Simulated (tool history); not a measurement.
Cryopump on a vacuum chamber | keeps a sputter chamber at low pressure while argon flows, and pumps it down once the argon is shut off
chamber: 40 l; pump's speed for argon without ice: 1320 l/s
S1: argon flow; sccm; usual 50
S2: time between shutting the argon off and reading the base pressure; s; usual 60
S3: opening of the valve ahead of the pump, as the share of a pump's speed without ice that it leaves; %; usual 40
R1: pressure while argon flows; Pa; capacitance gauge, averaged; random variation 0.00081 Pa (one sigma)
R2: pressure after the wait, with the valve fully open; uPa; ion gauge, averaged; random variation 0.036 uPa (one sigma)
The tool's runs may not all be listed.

| run | hour | S1 | S2 | S3 | R1 | R2 |
|---|---|---|---|---|---|---|
| 1 | 0.0 | 50 | 60 | 40 | 0.1675 | 2.85 |
| 2 | 59.6 | 50 | 60 | 40 | 0.1673 | 2.95 |
| 3 | 101.8 | 42 | 60 | 40 | 0.1418 | 2.96 |
| 4 | 158.5 | 42 | 60 | 40 | 0.1405 | 2.86 |
| 5 | 212.3 | 42 | 60 | 40 | 0.1430 | 2.94 |
| 6 | 243.6 | 42 | 60 | 40 | 0.1438 | 2.94 |
| 7 | 280.8 | 42 | 60 | 40 | 0.1435 | 3.01 |
| 8 | 321.5 | 42 | 60 | 40 | 0.1439 | 3.00 |
| 9 | 362.0 | 42 | 60 | 40 | 0.1443 | 2.92 |
| 10 | 417.9 | 50 | 60 | 40 | 0.1736 | 3.11 |
| 11 | 464.1 | 50 | 60 | 24 | 0.2803 | 3.11 |
| 12 | 498.0 | 50 | 60 | 24 | 0.2808 | 3.08 |
| 13 | 559.2 | 50 | 60 | 24 | 0.2831 | 3.10 |
| 14 | 606.2 | 50 | 60 | 40 | 0.1753 | 3.16 |
| 15 | 649.2 | 50 | 299 | 40 | 0.1760 | 1.79 |
| 16 | 719.2 | 50 | 26 | 40 | 0.1775 | 5.43 |
| 17 | 769.5 | 50 | 26 | 40 | 0.1771 | 5.48 |
| 18 | 820.2 | 47 | 29 | 40 | 0.1679 | 5.12 |
| 19 | 857.5 | 51 | 212 | 40 | 0.1823 | 1.97 |
| 20 | 924.8 | 51 | 154 | 40 | 0.1837 | 2.11 |
| 21 | 996.6 | 51 | 154 | 40 | 0.1862 | 2.24 |
| 22 | 1036.1 | 94 | 46 | 48 | 0.2937 | 3.94 |
| 23 | 1089.0 | 94 | 46 | 48 | 0.2958 | 3.96 |
| 24 | 1156.9 | 50 | 185 | 22 | 0.3160 | 2.30 |
| 25 | 1229.9 | 50 | 239 | 21 | 0.3287 | 2.19 |
| 26 | 1265.6 | 75 | 58 | 36 | 0.3066 | 3.49 |
| 27 | 1322.3 | 95 | 25 | 28 | 0.4871 | 6.14 |
| 28 | 1382.4 | 95 | 25 | 28 | 0.4962 | 6.19 |
| 29 | 1416.4 | 95 | 25 | 28 | 0.4900 | 6.06 |
| 30 | 1479.3 | 61 | 105 | 39 | 0.2381 | 2.85 |
| 31 | 1539.1 | 28 | 105 | 21 | 0.1897 | 2.94 |
| 32 | 1599.1 | 28 | 105 | 21 | 0.1910 | 2.99 |
|  | 1618.3 | pump warmed up, emptied and cooled again |
| 33 | 1650.1 | 29 | 23 | 36 | 0.1035 | 5.95 |

5 ways to go on from here, each from the tool as it stands after run 33. What would each give?
| A | 1721.0 | 74 | 92 | 54 | ? | ? |
| B | 1721.0 | 54 | 60 | 26 | ? | ? |
| C | 1721.0 | 79 | 43 | 36 | ? | ? |
| D | 1721.0 | 37 | 60 | 40 | ? | ? |
| E | 1721.0 | 65 | 23 | 19 | ? | ? |

| run | R1 | R2 |
|---|---|---|
| A | 0.1803 | 2.48 |
| B | 0.2699 | 3.11 |
| C | 0.2870 | 3.83 |
| D | 0.1202 | 3.08 |
| E | 0.4414 | 6.09 |
Without the tool's hidden state the same runs would have given:
| run | R1 | R2 |
|---|---|---|
| A | 0.1758 | 1.38 |
| B | 0.2666 | 2.00 |
| C | 0.2821 | 2.70 |
| D | 0.1180 | 1.98 |
| E | 0.4374 | 4.95 |
